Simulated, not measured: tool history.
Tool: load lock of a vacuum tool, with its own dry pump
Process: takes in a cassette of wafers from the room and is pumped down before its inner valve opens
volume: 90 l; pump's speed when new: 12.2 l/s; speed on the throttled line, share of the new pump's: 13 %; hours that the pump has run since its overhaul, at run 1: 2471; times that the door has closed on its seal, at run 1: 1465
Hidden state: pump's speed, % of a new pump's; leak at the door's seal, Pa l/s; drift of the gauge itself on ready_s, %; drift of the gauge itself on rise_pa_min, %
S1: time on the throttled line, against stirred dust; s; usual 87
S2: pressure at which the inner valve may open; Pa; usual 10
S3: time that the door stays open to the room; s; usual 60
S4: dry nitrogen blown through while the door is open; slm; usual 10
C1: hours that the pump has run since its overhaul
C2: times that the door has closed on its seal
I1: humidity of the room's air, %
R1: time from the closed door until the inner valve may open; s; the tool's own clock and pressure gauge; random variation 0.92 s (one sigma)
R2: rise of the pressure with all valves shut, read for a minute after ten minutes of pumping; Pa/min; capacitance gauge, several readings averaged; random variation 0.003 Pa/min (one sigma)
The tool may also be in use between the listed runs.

Run 1, hour 0: usual settings; C1 2471; C2 1465; I1 46. Result: R1 148.1 s, R2 0.035 Pa/min.
Run 2, hour 80.1: usual settings but S3 224 s; C1 2551; C2 1558; I1 43.3. Result: R1 148.1 s, R2 0.075 Pa/min.
Run 3, hour 153.4: usual settings but S3 224 s; C1 2624; C2 1644; I1 45. Result: R1 147.8 s, R2 0.076 Pa/min.
Run 4, hour 235.2: usual settings but S3 224 s; C1 2706; C2 1739; I1 42.7. Result: R1 146.4 s, R2 0.069 Pa/min.
Run 5, hour 302.3: usual settings; C1 2773; C2 1817; I1 47.2. Result: R1 147.3 s, R2 0.035 Pa/min.
Run 6, hour 377.5: usual settings; C1 2848; C2 1905; I1 43.6. Result: R1 147.3 s, R2 0.032 Pa/min.
Run 7, hour 423.9: usual settings; C1 2894; C2 1959; I1 45.9. Result: R1 148.1 s, R2 0.038 Pa/min.
Run 8, hour 483.2: usual settings; C1 2954; C2 2028; I1 46.1. Result: R1 146.5 s, R2 0.038 Pa/min.
Run 9, hour 525.1: usual settings; C1 2996; C2 2077; I1 43.6. Result: R1 147.2 s, R2 0.037 Pa/min.
Run 10, hour 572.9: usual settings; C1 3043; C2 2133; I1 44.7. Result: R1 145.6 s, R2 0.037 Pa/min.
Run 11, hour 617.6: usual settings but S2 16 Pa; C1 3088; C2 2185; I1 43.6. Result: R1 141.8 s, R2 0.031 Pa/min.
Run 12, hour 708.3: usual settings but S2 9 Pa, S4 42 slm; C1 3179; C2 2290; I1 42.7. Result: R1 146.4 s, R2 0.024 Pa/min.
Run 13, hour 766.1: usual settings but S1 171 s, S2 15 Pa, S3 225 s, S4 23 slm; C1 3237; C2 2358; I1 45.3. Result: R1 216 s, R2 0.06 Pa/min.
Run 14, hour 834.9: usual settings but S1 171 s, S2 15 Pa, S3 225 s, S4 23 slm; C1 3305; C2 2438; I1 46.6. Result: R1 217.2 s, R2 0.064 Pa/min.
Run 15, hour 898.8: usual settings but S1 171 s, S2 15 Pa, S3 225 s, S4 23 slm; C1 3369; C2 2512; I1 45.5. Result: R1 218.1 s, R2 0.062 Pa/min.
Run 16, hour 939.9: usual settings but S3 122 s, S4 24 slm; C1 3410; C2 2560; I1 47.4. Result: R1 148.2 s, R2 0.044 Pa/min.
Run 17, hour 1005.3: usual settings but S1 105 s; C1 3476; C2 2636; I1 45.2. Result: R1 165.2 s, R2 0.043 Pa/min.
Run 18, hour 1061.8: usual settings but S1 88 s, S2 16 Pa, S3 80 s, S4 5 slm; C1 3532; C2 2702; I1 45.4. Result: R1 145.7 s, R2 0.046 Pa/min.
Run 19, hour 1100.1: usual settings but S1 88 s, S2 11 Pa, S3 80 s, S4 4 slm; C1 3571; C2 2747; I1 45.4. Result: R1 150 s, R2 0.048 Pa/min.
Run 20, hour 1166: usual settings but S1 88 s, S2 11 Pa, S3 80 s, S4 4 slm; C1 3636; C2 2824; I1 45.5. Result: R1 147.4 s, R2 0.046 Pa/min.
Run 21, hour 1212: usual settings but S1 88 s, S2 11 Pa, S3 54 s, S4 12 slm; C1 3682; C2 2877; I1 45.5. Result: R1 149.2 s, R2 0.03 Pa/min.

Measured less the same run without the tool's hidden state. The same run-to-run variation is in both; the gauge's scatter may not be:
run    R1      R2
  1  +2.9  +0.002
  2    +3  +0.003
  3  +3.1  +0.003
  4  +3.1  +0.004
  5  +3.2  +0.004
  6  +3.3  +0.004
  7  +3.5  +0.004
  8  +3.4  +0.005
  9  +3.5  +0.004
 10  +3.5  +0.005
 11  +3.3  +0.004
 12  +3.9  +0.005
 13    +3  +0.005
 14  +3.1  +0.006
 15  +3.1  +0.006
 16  +4.1  +0.005
 17    +4  +0.006
 18  +3.9  +0.005
 19  +4.3  +0.006
 20  +4.2  +0.006
 21  +4.4  +0.006

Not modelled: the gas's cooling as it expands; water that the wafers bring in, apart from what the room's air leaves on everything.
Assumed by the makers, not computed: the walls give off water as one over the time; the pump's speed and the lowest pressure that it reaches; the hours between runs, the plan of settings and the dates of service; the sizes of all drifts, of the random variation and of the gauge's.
